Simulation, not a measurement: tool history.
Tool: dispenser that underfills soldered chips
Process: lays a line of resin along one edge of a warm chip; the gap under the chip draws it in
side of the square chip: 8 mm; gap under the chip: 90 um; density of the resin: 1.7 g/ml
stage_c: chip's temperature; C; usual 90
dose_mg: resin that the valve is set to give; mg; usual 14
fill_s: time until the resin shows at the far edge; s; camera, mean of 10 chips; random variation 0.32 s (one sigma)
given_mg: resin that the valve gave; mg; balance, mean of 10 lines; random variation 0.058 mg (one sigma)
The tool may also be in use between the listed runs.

run   hour  stage_c  dose_mg  fill_s  given_mg
  1      0       90       14    12.2     13.96
       4.9  -- new syringe of resin
  2    5.2       90       14     9.5     13.94
  3    8.5       90       14    10.2      13.9
  4   11.5       90       14    12.2     13.95
  5   14.4       90       14    12.1     13.88
        18  -- new syringe of resin
  6   20.3       90       14     9.9     13.91
  7   24.4       90       14    11.9     13.88
  8     30       90       14    13.5     13.77
      31.1  -- new syringe of resin
  9   35.9       91       14    10.5     13.68
 10   39.7       91       14    11.6      13.8
 11   42.5       90       12    13.7     11.69
      44.1  -- new syringe of resin
 12   46.8       90       12      11     11.64
 13   51.4       90       12    12.2     11.79
 14   56.5       90       12      14     11.66
      57.5  -- new syringe of resin
 15   61.6       90       12    11.3     11.59
 16   67.6       94       12    11.6     11.68
      70.9  -- new syringe of resin
 17   73.8       94     13.5     9.5     13.05
 18   79.8       90     12.4    12.6     11.91
      83.9  -- new syringe of resin
 19   86.1       76       12    18.4     11.54
      88.6  -- dispensing valve cleaned and set on the balance
 20   89.9       76       12      19     11.96
 21   94.1       90     13.2    12.1     13.11
 22   96.6       90     13.2    13.2     13.06
        98  -- new syringe of resin
 23  101.4       80     15.3    15.7     15.09
 24  105.8       80     15.3    16.8     15.19
 25  108.6       80     15.3    17.3     15.03
     111.2  -- new syringe of resin
 26  112.2       80     15.3    13.8     15.11
 27  115.5       90     17.1    10.8      16.9
 28  120.2       90     17.1    12.5     16.79
     124.3  -- new syringe of resin
 29  124.3       84       14    12.4     13.53

Run 30 comes next. What will it give?
 30   129       76     14.7       ?         ?

Run 30 gave fill_s 19 s, given_mg 14.37 mg.
Without the tool's hidden state the same run would have given fill_s 17.4 s, given_mg 14.72 mg.
